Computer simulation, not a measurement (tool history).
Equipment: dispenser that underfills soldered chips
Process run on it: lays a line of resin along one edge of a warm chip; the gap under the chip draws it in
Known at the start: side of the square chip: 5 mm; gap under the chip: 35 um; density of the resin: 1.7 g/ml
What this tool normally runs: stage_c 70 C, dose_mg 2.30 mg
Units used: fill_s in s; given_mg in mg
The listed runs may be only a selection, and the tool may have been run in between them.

run	hour	stage_c	dose_mg	fill_s	given_mg
1	0.0	70	2.30	45.3	2.19
2	5.8	70	2.30	54.3	2.20
# hour 9.7: new syringe of resin
3	10.4	70	2.30	46.7	2.21
4	15.1	70	2.30	53.9	2.20
5	18.4	70	2.30	60.5	2.22
# hour 19.2: new syringe of resin
6	22.6	70	2.93	50.0	2.85
7	25.5	70	2.82	53.4	2.71
# hour 28.8: new syringe of resin
8	30.7	70	2.82	48.1	2.67
9	34.9	70	2.82	55.0	2.70
10	37.8	70	2.82	58.6	2.66
# hour 38.5: new syringe of resin
11	43.6	70	2.30	51.3	2.17
# hour 48.0: new syringe of resin
12	48.4	70	2.30	45.9	2.18
13	53.8	70	2.30	55.4	2.19
# hour 57.6: new syringe of resin
14	58.7	70	2.53	47.0	2.40
15	61.9	70	2.53	51.8	2.41
# hour 66.8: dispensing valve cleaned and set on the balance
16	67.3	70	2.53	59.9	2.50
# hour 68.2: new syringe of resin
17	70.9	70	2.22	49.5	2.23
18	74.7	70	2.05	55.9	2.04
# hour 78.0: new syringe of resin
19	81.5	70	2.05	51.0	2.01
20	84.3	65	2.09	66.0	2.10
# hour 87.4: new syringe of resin
21	89.5	66	2.25	55.3	2.22
22	95.9	81	2.15	43.8	2.10
# hour 97.0: new syringe of resin
23	99.2	64	2.59	57.4	2.56
24	104.4	64	2.59	66.5	2.55
# hour 106.5: new syringe of resin
25	109.4	69	2.28	52.3	2.22
26	114.7	76	2.51	48.6	2.46
# hour 115.9: new syringe of resin
27	120.3	82	2.62	35.4	2.61
# hour 125.3: new syringe of resin
28	126.0	65	2.47	51.8	2.43
29	132.3	84	2.36	37.0	2.31
# hour 134.9: new syringe of resin
30	135.4	58	2.83	66.0	2.79
31	139.6	74	2.91	45.4	2.85
# hour 144.5: new syringe of resin
32	145.9	73	2.83	41.7	2.79
33	152.1	64	2.17	70.6	2.12
# hour 153.9: new syringe of resin
34	157.0	69	2.74	50.3	2.68
35	162.2	80	2.50	43.7	2.47

Predict each of these 5 candidate next runs independently; none follows another, all start after run 35:
# hour 163.5: new syringe of resin
A	165.3	75	2.39	?	?
# hour 163.5: new syringe of resin
B	165.3	69	2.50	?	?
# hour 163.5: new syringe of resin
C	165.3	68	2.20	?	?
# hour 163.5: new syringe of resin
D	165.3	59	2.50	?	?
# hour 163.5: new syringe of resin
E	165.3	67	2.50	?	?

run	fill_s	given_mg
A	40.2	2.33
B	47.0	2.48
C	50.1	2.18
D	64.5	2.47
E	50.6	2.43
What these runs would have given with no unlogged condition in the tool:
run	fill_s	given_mg
A	40.3	2.38
B	47.2	2.53
C	50.3	2.23
D	65.0	2.52
E	50.9	2.49

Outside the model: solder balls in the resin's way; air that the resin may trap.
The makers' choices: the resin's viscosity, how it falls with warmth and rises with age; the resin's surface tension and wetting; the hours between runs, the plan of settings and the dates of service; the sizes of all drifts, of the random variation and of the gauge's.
